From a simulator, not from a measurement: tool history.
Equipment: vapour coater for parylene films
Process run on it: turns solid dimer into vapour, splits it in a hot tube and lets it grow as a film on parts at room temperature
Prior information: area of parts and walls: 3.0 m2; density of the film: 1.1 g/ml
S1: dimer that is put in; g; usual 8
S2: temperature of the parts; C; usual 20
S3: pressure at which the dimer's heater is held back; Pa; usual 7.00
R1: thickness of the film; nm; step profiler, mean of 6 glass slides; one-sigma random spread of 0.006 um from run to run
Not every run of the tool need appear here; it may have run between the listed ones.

run	hour	S1	S2	S3	R1
1	0.0	8	20	7.00	1540
2	22.7	8	20	7.00	1536
3	35.8	8	20	7.00	1540
4	48.6	8	26	7.00	1301
5	67.8	8	26	7.00	1304
6	80.4	8	20	7.00	1541
# hour 97.1: trap's valve overhauled
7	98.2	8	20	7.00	1558
8	120.3	8	20	7.00	1560
9	133.6	8	20	7.00	1563
10	145.4	8	20	7.00	1563
11	170.4	8	32	7.00	1113
12	181.5	8	32	7.00	1110
13	201.3	4	17	3.28	977
14	216.3	4	17	3.28	991
15	229.6	4	17	3.28	992
16	244.8	8	20	11.65	1432
# hour 251.3: gauge calibrated
17	266.6	8	20	11.65	1402
18	284.2	8	14	11.65	1664
19	304.0	8	14	11.65	1662
20	319.4	5	14	7.00	1143
21	338.9	5	24	4.01	958
22	363.1	5	13	2.80	1411
23	373.7	8	15	2.95	2121
24	393.2	8	13	7.00	1913

What if the next run were any one of these 5? Each begins from the tool's condition after run 24:
A	409.1	9	17	8.66	?
B	409.1	6	20	7.00	?
C	409.1	8	16	7.00	?
D	409.1	8	13	2.35	?
E	409.1	3	23	2.90	?

run	R1
A	1848
B	1179
C	1759
D	2349
E	649
What these runs would have given with no unlogged condition in the tool:
run	R1
A	1816
B	1159
C	1728
D	2308
E	638
